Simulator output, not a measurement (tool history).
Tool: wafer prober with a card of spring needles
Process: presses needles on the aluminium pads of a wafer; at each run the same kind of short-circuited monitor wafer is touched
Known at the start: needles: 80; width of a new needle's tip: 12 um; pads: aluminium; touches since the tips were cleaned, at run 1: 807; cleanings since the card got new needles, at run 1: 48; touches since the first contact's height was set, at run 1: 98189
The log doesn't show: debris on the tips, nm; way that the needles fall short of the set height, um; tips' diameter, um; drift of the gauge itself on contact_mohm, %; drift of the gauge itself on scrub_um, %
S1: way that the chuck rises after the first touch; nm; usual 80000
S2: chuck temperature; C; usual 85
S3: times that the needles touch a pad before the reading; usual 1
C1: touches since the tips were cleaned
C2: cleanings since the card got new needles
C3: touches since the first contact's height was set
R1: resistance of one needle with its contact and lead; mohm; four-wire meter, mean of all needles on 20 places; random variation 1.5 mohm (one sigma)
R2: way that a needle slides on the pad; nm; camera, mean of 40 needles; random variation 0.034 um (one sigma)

Run 1, hour 0: usual settings; C1 807; C2 48; C3 98189. Result: R1 158 mohm, R2 11070 nm.
At hour 3.8: tips cleaned on abrasive film.
At hour 9.9: tips cleaned on abrasive film.
Run 2, hour 10.5: usual settings; C1 184; C2 50; C3 101741. Result: R1 143 mohm, R2 11040 nm.
At hour 16.2: tips cleaned on abrasive film.
At hour 22.5: tips cleaned on abrasive film.
At hour 28.7: tips cleaned on abrasive film.
At hour 34.1: tips cleaned on abrasive film.
Run 3, hour 34.1: usual settings; C1 0; C2 54; C3 109781. Result: R1 133 mohm, R2 11020 nm.
At hour 40.2: tips cleaned on abrasive film.
At hour 46.1: tips cleaned on abrasive film.
At hour 46.4: height of the first contact set anew.
Run 4, hour 49.8: usual settings but S1 77000 nm; C1 1193; C2 56; C3 1193. Result: R1 167 mohm, R2 11090 nm.
At hour 52.4: tips cleaned on abrasive film.
At hour 58.5: tips cleaned on abrasive film.
Run 5, hour 62: usual settings but S1 95000 nm; C1 1229; C2 58; C3 5351. Result: R1 157 mohm, R2 13590 nm.
At hour 64.6: tips cleaned on abrasive film.
At hour 70.6: tips cleaned on abrasive film.
Run 6, hour 73.7: usual settings but S1 95000 nm; C1 1063; C2 60; C3 9318. Result: R1 153 mohm, R2 13560 nm.
At hour 76.3: tips cleaned on abrasive film.
At hour 82.2: tips cleaned on abrasive film.
At hour 87: tips cleaned on abrasive film, once more.
At hour 93.2: tips cleaned on abrasive film.
Run 7, hour 93.9: usual settings but S1 95000 nm; C1 270; C2 64; C3 16190. Result: R1 141 mohm, R2 13540 nm.
At hour 99: tips cleaned on abrasive film.
At hour 105: tips cleaned on abrasive film.
At hour 111.2: tips cleaned on abrasive film.
At hour 117.3: tips cleaned on abrasive film.
Run 8, hour 117.4: usual settings but S1 95000 nm; C1 32; C2 68; C3 24178. Result: R1 134 mohm, R2 13560 nm.
At hour 123.6: tips cleaned on abrasive film.
At hour 129.6: tips cleaned on abrasive film.
Run 9, hour 132.7: usual settings but S1 95000 nm; C1 1063; C2 70; C3 29403. Result: R1 151 mohm, R2 13510 nm.
At hour 135.2: tips cleaned on abrasive film.
At hour 141.2: tips cleaned on abrasive film.
At hour 147.5: tips cleaned on abrasive film.
Run 10, hour 148.3: usual settings but S1 72000 nm; C1 265; C2 73; C3 34687. Result: R1 144 mohm, R2 10230 nm.
At hour 153.2: tips cleaned on abrasive film.
At hour 159.2: tips cleaned on abrasive film.
At hour 165.5: tips cleaned on abrasive film.
At hour 170.7: tips cleaned on abrasive film.
Run 11, hour 170.7: usual settings but S3 2; C1 0; C2 77; C3 42317. Result: R1 133 mohm, R2 11370 nm.
At hour 176.4: tips cleaned on abrasive film.
At hour 182.5: tips cleaned on abrasive film.
At hour 188.8: tips cleaned on abrasive film.
Run 12, hour 191.2: usual settings; C1 820; C2 80; C3 49292. Result: R1 159 mohm, R2 11250 nm.
At hour 194.9: tips cleaned on abrasive film.
At hour 201.2: tips cleaned on abrasive film.
At hour 207.3: tips cleaned on abrasive film.
Run 13, hour 207.3: usual settings but S2 29 C; C1 0; C2 83; C3 54754. Result: R1 126 mohm, R2 11290 nm.
At hour 213.5: tips cleaned on abrasive film.
At hour 219.8: tips cleaned on abrasive film.
At hour 226.1: tips cleaned on abrasive film.
Run 14, hour 227.7: usual settings but S1 93000 nm; C1 567; C2 86; C3 61733. Result: R1 147 mohm, R2 13130 nm.
At hour 231.5: tips cleaned on abrasive film.
At hour 237.4: tips cleaned on abrasive film.
At hour 243.7: tips cleaned on abrasive film.
Run 15, hour 245.3: usual settings but S1 93000 nm, S2 83 C; C1 546; C2 89; C3 67703. Result: R1 145 mohm, R2 13160 nm.
At hour 249.1: tips cleaned on abrasive film.
At hour 255.1: tips cleaned on abrasive film.
Run 16, hour 256.2: usual settings but S1 93000 nm, S2 83 C; C1 406; C2 91; C3 71426. Result: R1 144 mohm, R2 13100 nm.
At hour 261: tips cleaned on abrasive film.
At hour 266.1: tips cleaned on abrasive film.
Run 17, hour 267.6: usual settings but S1 93000 nm, S2 60 C, S3 2; C1 521; C2 93; C3 75288. Result: R1 139 mohm, R2 12970 nm.
At hour 271.4: tips cleaned on abrasive film.
At hour 277.7: tips cleaned on abrasive film.
At hour 283.7: tips cleaned on abrasive film.
At hour 289.2: tips cleaned on abrasive film.
Run 18, hour 289.2: usual settings but S1 93000 nm, S2 60 C, S3 2; C1 0; C2 97; C3 82635. Result: R1 128 mohm, R2 13060 nm.
At hour 295.4: tips cleaned on abrasive film.
At hour 301.7: tips cleaned on abrasive film.
At hour 307.9: tips cleaned on abrasive film.
Run 19, hour 312.1: usual settings but S1 93000 nm, S2 60 C, S3 2; C1 1456; C2 100; C3 90442. Result: R1 143 mohm, R2 13010 nm.
At hour 313.4: tips cleaned on abrasive film.
At hour 319.5: tips cleaned on abrasive film.
At hour 325.6: tips cleaned on abrasive film.
At hour 331.7: tips cleaned on abrasive film.
Run 20, hour 331.8: usual settings but S1 93000 nm, S2 81 C, S3 2; C1 45; C2 104; C3 97130. Result: R1 131 mohm, R2 13000 nm.
At hour 336.9: tips cleaned on abrasive film.
At hour 342.7: tips cleaned on abrasive film.
At hour 349: tips cleaned on abrasive film.
Run 21, hour 351.8: usual settings but S2 38 C; C1 972; C2 107; C3 103947. Result: R1 155 mohm, R2 11130 nm.
At hour 354.4: tips cleaned on abrasive film.
At hour 359.4: tips cleaned on abrasive film.
At hour 365.7: tips cleaned on abrasive film.
Run 22, hour 366.5: usual settings but S1 82000 nm, S2 65 C; C1 270; C2 110; C3 108921. Result: R1 144 mohm, R2 11370 nm.
At hour 371.4: tips cleaned on abrasive film.
At hour 377.6: tips cleaned on abrasive film.
At hour 381.5: height of the first contact set anew.
Run 23, hour 381.5: usual settings but S1 78000 nm, S2 28 C, S3 2; C1 1240; C2 112; C3 0. Result: R1 146 mohm, R2 11130 nm.

3 ways to go on from here, each from the tool as it stands after run 23. What would each give?
At hour 383.9: tips cleaned on abrasive film.
At hour 389.9: tips cleaned on abrasive film.
Run A, hour 392.5: usual settings but S1 78000 nm, S2 28 C; C1 890; C2 114; C3 3724. Result: R1 ?, R2 ?.
At hour 383.9: tips cleaned on abrasive film.
At hour 389.9: tips cleaned on abrasive film.
Run B, hour 392.5: usual settings but S1 78000 nm, S2 65 C; C1 890; C2 114; C3 3724. Result: R1 ?, R2 ?.
At hour 383.9: tips cleaned on abrasive film.
At hour 389.9: tips cleaned on abrasive film.
Run C, hour 392.5: usual settings but S2 62 C; C1 890; C2 114; C3 3724. Result: R1 ?, R2 ?.

run   R1     R2
  A  155  11150
  B  158  11200
  C  157  11480
Without the tool's hidden state the same runs would have given:
run   R1     R2
  A  121  11170
  B  126  11210
  C  126  11500

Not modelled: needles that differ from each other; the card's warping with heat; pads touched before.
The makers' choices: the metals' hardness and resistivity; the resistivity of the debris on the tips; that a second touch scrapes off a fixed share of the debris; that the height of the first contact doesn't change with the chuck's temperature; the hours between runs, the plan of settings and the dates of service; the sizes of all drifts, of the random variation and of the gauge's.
